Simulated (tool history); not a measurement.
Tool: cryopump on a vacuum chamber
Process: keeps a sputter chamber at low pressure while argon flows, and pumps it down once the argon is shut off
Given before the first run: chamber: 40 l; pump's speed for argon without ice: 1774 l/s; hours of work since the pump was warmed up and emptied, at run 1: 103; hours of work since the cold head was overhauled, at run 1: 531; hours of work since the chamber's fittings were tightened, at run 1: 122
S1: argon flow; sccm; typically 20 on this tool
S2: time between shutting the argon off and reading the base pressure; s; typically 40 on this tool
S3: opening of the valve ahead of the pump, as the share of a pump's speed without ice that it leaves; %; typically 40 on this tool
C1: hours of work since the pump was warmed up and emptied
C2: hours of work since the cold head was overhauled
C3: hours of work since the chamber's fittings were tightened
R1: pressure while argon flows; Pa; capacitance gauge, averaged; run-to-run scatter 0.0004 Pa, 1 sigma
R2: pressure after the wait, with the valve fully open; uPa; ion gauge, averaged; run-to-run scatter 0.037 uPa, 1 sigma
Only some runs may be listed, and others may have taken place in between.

| run | hour | S1 | S2 | S3 | C1 | C2 | C3 | R1 | R2 |
|---|---|---|---|---|---|---|---|---|---|
| 1 | 0 | 20 | 40 | 40 | 103 | 531 | 122 | 0.0491 | 2.29 |
| 2 | 9.3 | 20 | 40 | 40 | 110 | 538 | 129 | 0.0485 | 2.2 |
| 3 | 27.1 | 11 | 40 | 40 | 124 | 552 | 143 | 0.0265 | 2.24 |
| 4 | 36.9 | 20 | 40 | 40 | 131 | 559 | 151 | 0.0486 | 2.13 |
| 5 | 51.3 | 20 | 40 | 40 | 142 | 570 | 162 | 0.049 | 2.17 |
| 6 | 64.8 | 20 | 40 | 40 | 153 | 581 | 172 | 0.0489 | 2.2 |
| 7 | 73.5 | 20 | 40 | 40 | 159 | 587 | 178 | 0.0491 | 2.17 |
| 8 | 92.9 | 20 | 29 | 40 | 174 | 602 | 193 | 0.0487 | 2.94 |
| 9 | 101.7 | 20 | 29 | 40 | 181 | 609 | 200 | 0.0496 | 2.99 |
| 10 | 115.1 | 20 | 29 | 40 | 191 | 619 | 210 | 0.0495 | 2.94 |
| 11 | 125.4 | 14 | 29 | 40 | 199 | 627 | 218 | 0.0345 | 3.02 |
| 12 | 135.1 | 14 | 29 | 40 | 206 | 634 | 226 | 0.0347 | 3.01 |
| 13 | 147.3 | 14 | 42 | 40 | 216 | 644 | 235 | 0.034 | 2.27 |
| 14 | 157.9 | 14 | 42 | 40 | 224 | 652 | 243 | 0.0344 | 2.16 |
| 15 | 176.4 | 14 | 42 | 38 | 238 | 666 | 257 | 0.0363 | 2.24 |
| 16 | 191.3 | 11 | 40 | 41 | 249 | 677 | 269 | 0.0268 | 2.34 |
| 17 | 206.6 | 18 | 57 | 15 | 261 | 689 | 280 | 0.1162 | 1.69 |
| 18 | 219.5 | 14 | 54 | 28 | 271 | 699 | 290 | 0.049 | 1.78 |
| 19 | 236.7 | 14 | 40 | 28 | 284 | 712 | 303 | 0.0493 | 2.28 |
| 20 | 245.6 | 14 | 40 | 28 | 291 | 719 | 310 | 0.0487 | 2.33 |
| 21 | 259.6 | 37 | 43 | 20 | 301 | 729 | 321 | 0.1796 | 2.24 |
| 22 | 272.8 | 37 | 43 | 20 | 312 | 740 | 331 | 0.1793 | 2.22 |
| 23 | 283.4 | 16 | 38 | 39 | 320 | 748 | 339 | 0.0408 | 2.51 |
| 24 | 291.6 | 23 | 113 | 39 | 326 | 754 | 345 | 0.0591 | 1.17 |
| 25 | 303.6 | 20 | 65 | 40 | 335 | 763 | 354 | 0.0502 | 1.67 |
| 26 | 323.3 | 20 | 65 | 40 | 350 | 778 | 369 | 0.0504 | 1.65 |
| 27 | 334.4 | 20 | 65 | 40 | 359 | 787 | 378 | 0.05 | 1.66 |
| 28 | 354.5 | 12 | 23 | 43 | 374 | 802 | 393 | 0.0283 | 3.82 |
| 29 | 371.8 | 18 | 209 | 19 | 387 | 815 | 407 | 0.0931 | 0.89 |
| 30 | 388.5 | 18 | 209 | 19 | 400 | 828 | 419 | 0.0934 | 0.87 |

Here are 4 independent what-if runs from the current tool condition. What would each one return?
| A | 405.3 | 18 | 38 | 34 | 413 | 841 | 432 | ? | ? |
| B | 405.3 | 8 | 106 | 40 | 413 | 841 | 432 | ? | ? |
| C | 405.3 | 18 | 84 | 18 | 413 | 841 | 432 | ? | ? |
| D | 405.3 | 26 | 40 | 40 | 413 | 841 | 432 | ? | ? |

| run | R1 | R2 |
|---|---|---|
| A | 0.0532 | 2.57 |
| B | 0.0207 | 1.25 |
| C | 0.0981 | 1.49 |
| D | 0.0653 | 2.43 |
Stripped of hidden state, with their random variation kept, the same runs would have yielded:
| run | R1 | R2 |
|---|---|---|
| A | 0.0506 | 2.21 |
| B | 0.0196 | 0.9 |
| C | 0.0955 | 1.13 |
| D | 0.0616 | 2.08 |
